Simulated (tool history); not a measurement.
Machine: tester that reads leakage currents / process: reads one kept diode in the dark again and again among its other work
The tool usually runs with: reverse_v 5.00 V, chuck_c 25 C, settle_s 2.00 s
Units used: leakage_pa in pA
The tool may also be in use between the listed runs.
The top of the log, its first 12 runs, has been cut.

run	day	reverse_v	chuck_c	settle_s	leakage_pa
13	12.871	5.00	25	1.38	189.31
14	13.908	5.00	25	2.00	188.48
15	15.571	5.00	56	2.00	1683.58
16	16.400	5.00	56	0.51	1685.54
17	17.862	5.00	56	0.51	1686.67
18	19.379	5.00	25	7.08	187.73
19	20.846	5.00	25	7.08	188.64
20	22.075	5.00	25	7.08	187.92
21	22.812	1.74	25	2.00	136.66
22	23.738	1.74	25	2.00	137.37
23	24.467	5.47	32	2.00	330.46
24	25.288	3.24	40	0.45	506.86
25	26.750	18.73	25	1.82	283.10
26	27.967	7.38	28	3.00	267.17
27	29.071	1.11	43	0.33	450.93
28	30.554	14.01	21	4.92	188.07

Estimate the outcome of run 29 from the log above:
29	31.904	2.90	21	1.10	?

leakage_pa: 117.58 pA
With the hidden condition absent and the run-to-run variation left alone, this run would have shown leakage_pa 117.50 pA.
